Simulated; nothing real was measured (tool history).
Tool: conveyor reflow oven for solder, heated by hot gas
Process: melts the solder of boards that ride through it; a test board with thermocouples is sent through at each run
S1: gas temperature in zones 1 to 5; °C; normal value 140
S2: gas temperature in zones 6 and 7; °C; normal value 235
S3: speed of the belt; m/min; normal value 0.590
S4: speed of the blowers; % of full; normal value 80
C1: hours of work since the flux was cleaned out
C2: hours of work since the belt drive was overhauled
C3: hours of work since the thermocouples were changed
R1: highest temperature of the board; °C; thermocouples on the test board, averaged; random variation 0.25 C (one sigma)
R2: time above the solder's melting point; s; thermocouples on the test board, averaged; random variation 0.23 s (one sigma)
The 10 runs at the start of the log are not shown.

run	hour	S1	S2	S3	S4	C1	C2	C3	R1	R2
11	647.1	145	235	0.590	80	256	976	789	212.5	51.4
# hour 687.1: thermocouples of zones 6 and 7 changed
# hour 732.1: flux residue cleaned out of gas plates and filters
12	735.0	140	235	0.590	59	2	1029	28	210.1	47.2
13	773.9	140	235	0.590	52	27	1054	53	207.8	44.4
14	854.6	140	235	0.475	52	79	1106	105	215.1	66.0
15	923.4	140	235	0.590	80	124	1151	150	213.7	51.6
16	971.0	140	235	0.590	80	155	1182	181	213.5	51.2
17	1007.3	134	235	0.590	58	178	1205	204	206.3	41.4
18	1086.1	141	235	0.494	66	229	1256	255	216.2	65.2
19	1144.6	141	235	0.494	66	267	1294	293	216.0	64.5
# hour 1207.3: flux residue cleaned out of gas plates and filters
20	1226.6	126	235	0.546	66	12	1344	343	211.2	48.7
21	1303.3	126	235	0.546	66	62	1394	393	211.3	48.6
22	1365.2	126	240	0.481	66	102	1434	433	219.8	64.8
23	1410.8	130	231	0.590	77	132	1463	462	207.2	42.9
24	1452.1	134	235	0.504	61	159	1490	489	213.3	58.3
25	1495.0	140	238	0.504	61	186	1518	517	216.9	64.3
# hour 1535.8: belt drive overhauled, speed set with a stopwatch
26	1587.2	140	238	0.504	61	243	33	574	215.1	60.1
27	1645.3	140	238	0.504	61	281	71	612	214.8	60.2
# hour 1685.8: flux residue cleaned out of gas plates and filters
28	1735.5	150	229	0.588	80	32	126	667	211.4	52.2
29	1799.6	148	235	0.538	80	74	168	708	217.5	62.6
30	1858.9	134	236	0.613	55	112	206	747	204.0	36.2

Here are 3 independent what-if runs from the current tool condition. What would each one return?
A	1914.4	140	235	0.664	80	148	242	783	?	?
B	1914.4	147	235	0.657	80	148	242	783	?	?
C	1914.4	134	236	0.613	56	148	242	783	?	?

run	R1	R2
A	207.9	38.8
B	210.6	44.1
C	203.7	35.8
Had the tool no hidden state, the same runs would have come out as:
run	R1	R2
A	209.8	40.6
B	212.4	45.7
C	205.5	37.8
